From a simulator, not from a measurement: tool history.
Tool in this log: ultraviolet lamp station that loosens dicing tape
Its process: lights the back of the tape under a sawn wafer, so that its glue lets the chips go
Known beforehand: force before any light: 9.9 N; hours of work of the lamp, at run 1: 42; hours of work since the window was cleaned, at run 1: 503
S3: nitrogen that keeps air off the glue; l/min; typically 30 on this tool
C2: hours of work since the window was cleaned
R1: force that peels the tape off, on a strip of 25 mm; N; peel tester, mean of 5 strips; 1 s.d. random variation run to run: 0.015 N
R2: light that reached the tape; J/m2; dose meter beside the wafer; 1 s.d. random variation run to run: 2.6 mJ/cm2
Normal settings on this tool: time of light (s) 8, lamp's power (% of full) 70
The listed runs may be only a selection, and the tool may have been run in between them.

{"run": 1, "day": 0.0, "time of light (s)": 8, "lamp's power (% of full)": 70, "S3": 30, "hours of work of the lamp": 42, "C2": 503, "R1": 1.003, "R2": 2790}
{"run": 2, "day": 0.45, "time of light (s)": 8, "lamp's power (% of full)": 61, "S3": 30, "hours of work of the lamp": 46, "C2": 507, "R1": 1.374, "R2": 2400}
{"day": 0.683, "done": "window cleaned of glue's vapour"}
{"run": 3, "day": 0.858, "time of light (s)": 13, "lamp's power (% of full)": 61, "S3": 30, "hours of work of the lamp": 50, "C2": 2, "R1": 0.353, "R2": 4550}
{"run": 4, "day": 1.112, "time of light (s)": 8, "lamp's power (% of full)": 76, "S3": 30, "hours of work of the lamp": 53, "C2": 4, "R1": 0.618, "R2": 3450}
{"run": 5, "day": 1.35, "time of light (s)": 8, "lamp's power (% of full)": 76, "S3": 30, "hours of work of the lamp": 55, "C2": 7, "R1": 0.644, "R2": 3480}
{"run": 6, "day": 1.567, "time of light (s)": 8, "lamp's power (% of full)": 76, "S3": 30, "hours of work of the lamp": 57, "C2": 9, "R1": 0.615, "R2": 3500}
{"run": 7, "day": 2.012, "time of light (s)": 8, "lamp's power (% of full)": 76, "S3": 30, "hours of work of the lamp": 62, "C2": 13, "R1": 0.627, "R2": 3470}
{"run": 8, "day": 2.321, "time of light (s)": 8, "lamp's power (% of full)": 76, "S3": 30, "hours of work of the lamp": 65, "C2": 16, "R1": 0.638, "R2": 3480}
{"run": 9, "day": 2.612, "time of light (s)": 9, "lamp's power (% of full)": 70, "S3": 30, "hours of work of the lamp": 68, "C2": 19, "R1": 0.606, "R2": 3610}
{"run": 10, "day": 3.042, "time of light (s)": 9, "lamp's power (% of full)": 70, "S3": 11, "hours of work of the lamp": 72, "C2": 24, "R1": 1.371, "R2": 3600}
{"run": 11, "day": 3.5, "time of light (s)": 8, "lamp's power (% of full)": 63, "S3": 59, "hours of work of the lamp": 77, "C2": 28, "R1": 0.579, "R2": 2870}
{"run": 12, "day": 3.904, "time of light (s)": 8, "lamp's power (% of full)": 63, "S3": 59, "hours of work of the lamp": 81, "C2": 32, "R1": 0.606, "R2": 2850}
{"run": 13, "day": 4.333, "time of light (s)": 8, "lamp's power (% of full)": 64, "S3": 59, "hours of work of the lamp": 85, "C2": 36, "R1": 0.586, "R2": 2860}
{"run": 14, "day": 4.712, "time of light (s)": 8, "lamp's power (% of full)": 64, "S3": 59, "hours of work of the lamp": 89, "C2": 40, "R1": 0.609, "R2": 2860}
{"run": 15, "day": 4.933, "time of light (s)": 5, "lamp's power (% of full)": 71, "S3": 16, "hours of work of the lamp": 91, "C2": 42, "R1": 2.78, "R2": 1980}
{"run": 16, "day": 5.167, "time of light (s)": 5, "lamp's power (% of full)": 65, "S3": 16, "hours of work of the lamp": 93, "C2": 45, "R1": 3.024, "R2": 1780}

Same runs, no hidden state in the tool, same run-to-run variation:
The tool's hidden condition here consists of: lamp's light, % of a new lamp's; light that the window lets through, % of a clean one's; drift of the gauge itself on peel_n, %; drift of the gauge itself on dose_mj_cm2, %.
run=1 R1=0.681 R2=3340
run=2 R1=0.957 R2=2890
run=3 R1=0.331 R2=4700
run=4 R1=0.573 R2=3570
run=5 R1=0.595 R2=3610
run=6 R1=0.566 R2=3630
run=7 R1=0.572 R2=3620
run=8 R1=0.580 R2=3630
run=9 R1=0.548 R2=3770
run=10 R1=1.253 R2=3780
run=11 R1=0.517 R2=3020
run=12 R1=0.536 R2=3010
run=13 R1=0.515 R2=3040
run=14 R1=0.532 R2=3050
run=15 R1=2.561 R2=2110
run=16 R1=2.798 R2=1900
